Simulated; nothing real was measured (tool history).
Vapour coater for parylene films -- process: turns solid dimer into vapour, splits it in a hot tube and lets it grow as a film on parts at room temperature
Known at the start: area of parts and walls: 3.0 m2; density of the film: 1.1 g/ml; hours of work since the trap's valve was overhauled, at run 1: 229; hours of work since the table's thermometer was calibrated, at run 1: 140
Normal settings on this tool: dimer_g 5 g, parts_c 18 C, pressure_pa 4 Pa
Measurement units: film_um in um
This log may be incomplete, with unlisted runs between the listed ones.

run   hour  dimer_g  parts_c  pressure_pa  hours of work since the trap's valve was overhauled  hours of work since the table's thermometer was calibrated  film_um
  1      0        5       18            4                                                  229                                                         140    0.799
  2   17.1        5       18            4                                                  239                                                         150    0.799
  3   33.4        5       18            4                                                  248                                                         160    0.795
  4   46.2        5       18            4                                                  256                                                         167    0.799
  5   55.2        5       18         2.08                                                  261                                                         172    0.939
  6   67.9        5       18         7.84                                                  268                                                         180    0.674
  7   78.2        5       18         7.84                                                  274                                                         186    0.676
  8   88.5        5       18         7.84                                                  280                                                         192    0.674
  9   98.4        5       18         5.64                                                  286                                                         197    0.731
     103.3  -- trap's valve overhauled
 10  117.6        5       18         5.64                                                    8                                                         206    0.722
 11    131        5       18         5.64                                                   16                                                         214     0.72
 12  148.1        5       18         3.87                                                   26                                                         224    0.792
 13  160.2        5       18         3.87                                                   33                                                         231    0.791
     167.1  -- trap's valve overhauled, once more
 14    182        5       18         3.87                                                    9                                                         241    0.828
 15  189.7        3       18            4                                                   13                                                         246    0.489
 16  202.6        3       28            4                                                   21                                                         253    0.363
 17  211.9        5       10          8.8                                                   26                                                         259    0.854
 18  223.5        5       23         2.24                                                   33                                                         265    0.809
 19  234.2        5       23         2.24                                                   39                                                         272    0.809
 20  245.2        2       25         2.24                                                   45                                                         278    0.305
 21    254        5       15         7.46                                                   50                                                         283     0.76
 22  267.6        5       15         7.46                                                   58                                                         291    0.766
 23  285.4        3       30         9.14                                                   69                                                         301    0.273
 24    302        3       30         9.14                                                   78                                                         311    0.275
 25  317.9        3       30         9.14                                                   88                                                         320    0.275
 26  330.6        7       30         2.72                                                   95                                                         328    0.868
 27  346.8        7       23         2.72                                                  104                                                         337    1.076
 28  362.8        5       18         3.88                                                  114                                                         346    0.819
 29  372.3        2       14         9.22                                                  119                                                         352    0.298

4 ways to go on from here, each from the tool as it stands after run 29. What would each give?
  A  380.6        9       22         9.22                                                  124                                                         357        ?
  B  380.6        8       24         4.63                                                  124                                                         357        ?
  C  380.6        3       18        10.62                                                  124                                                         357        ?
  D  380.6        5       18         8.79                                                  124                                                         357        ?

run  film_um
  A     1.05
  B    1.043
  C    0.382
  D    0.667
Take away the tool's hidden state, keep each run's random variation, and the runs would have read:
run  film_um
  A    1.055
  B    1.048
  C    0.384
  D     0.67

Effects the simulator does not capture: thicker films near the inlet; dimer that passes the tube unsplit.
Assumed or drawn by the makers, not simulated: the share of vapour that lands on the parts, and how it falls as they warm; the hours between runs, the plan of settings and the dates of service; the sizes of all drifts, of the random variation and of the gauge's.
